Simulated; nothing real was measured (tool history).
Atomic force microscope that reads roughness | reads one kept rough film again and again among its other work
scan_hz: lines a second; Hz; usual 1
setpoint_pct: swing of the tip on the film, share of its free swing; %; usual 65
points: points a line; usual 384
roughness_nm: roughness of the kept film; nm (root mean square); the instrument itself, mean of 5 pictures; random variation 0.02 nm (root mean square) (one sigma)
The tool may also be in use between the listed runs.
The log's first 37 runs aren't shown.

{"run": 38, "day": 26.104, "scan_hz": 0.62, "setpoint_pct": 71, "points": 897, "roughness_nm": 4.802}
{"run": 39, "day": 26.738, "scan_hz": 0.62, "setpoint_pct": 71, "points": 897, "roughness_nm": 4.604}
{"run": 40, "day": 27.596, "scan_hz": 0.62, "setpoint_pct": 71, "points": 897, "roughness_nm": 4.422}
{"run": 41, "day": 27.983, "scan_hz": 1.79, "setpoint_pct": 75, "points": 517, "roughness_nm": 4.055}
{"day": 28.162, "done": "new tip fitted"}
{"run": 42, "day": 28.642, "scan_hz": 1.79, "setpoint_pct": 75, "points": 517, "roughness_nm": 4.571}
{"run": 43, "day": 29.188, "scan_hz": 0.98, "setpoint_pct": 56, "points": 292, "roughness_nm": 4.716}
{"run": 44, "day": 29.767, "scan_hz": 2.9, "setpoint_pct": 56, "points": 292, "roughness_nm": 4.481}
{"run": 45, "day": 30.675, "scan_hz": 2.9, "setpoint_pct": 56, "points": 292, "roughness_nm": 4.251}
{"day": 31.167, "done": "new tip fitted"}
{"run": 46, "day": 31.583, "scan_hz": 0.51, "setpoint_pct": 79, "points": 416, "roughness_nm": 4.884}
{"run": 47, "day": 32.067, "scan_hz": 0.67, "setpoint_pct": 70, "points": 421, "roughness_nm": 4.756}
{"run": 48, "day": 32.808, "scan_hz": 1.22, "setpoint_pct": 63, "points": 884, "roughness_nm": 4.547}
{"run": 49, "day": 33.258, "scan_hz": 1.06, "setpoint_pct": 65, "points": 977, "roughness_nm": 4.416}
{"run": 50, "day": 34.038, "scan_hz": 2.74, "setpoint_pct": 59, "points": 269, "roughness_nm": 4.141}
{"day": 34.142, "done": "new tip fitted"}
{"run": 51, "day": 34.608, "scan_hz": 2.74, "setpoint_pct": 59, "points": 269, "roughness_nm": 4.733}
{"run": 52, "day": 35.479, "scan_hz": 0.81, "setpoint_pct": 74, "points": 330, "roughness_nm": 4.556}

Forecast each of these 4 alternatives for the next run:
{"run": "A", "day": 36.375, "scan_hz": 0.53, "setpoint_pct": 65, "points": 384, "roughness_nm": "?"}
{"run": "B", "day": 36.375, "scan_hz": 0.88, "setpoint_pct": 65, "points": 695, "roughness_nm": "?"}
{"run": "C", "day": 36.375, "scan_hz": 1, "setpoint_pct": 56, "points": 384, "roughness_nm": "?"}
{"run": "D", "day": 36.375, "scan_hz": 3.75, "setpoint_pct": 74, "points": 269, "roughness_nm": "?"}

run=A roughness_nm=4.442
run=B roughness_nm=4.452
run=C roughness_nm=4.47
run=D roughness_nm=3.856
Without the tool's hidden state the same runs would have given:
run=A roughness_nm=5.026
run=B roughness_nm=5.037
run=C roughness_nm=5.057
run=D roughness_nm=4.363

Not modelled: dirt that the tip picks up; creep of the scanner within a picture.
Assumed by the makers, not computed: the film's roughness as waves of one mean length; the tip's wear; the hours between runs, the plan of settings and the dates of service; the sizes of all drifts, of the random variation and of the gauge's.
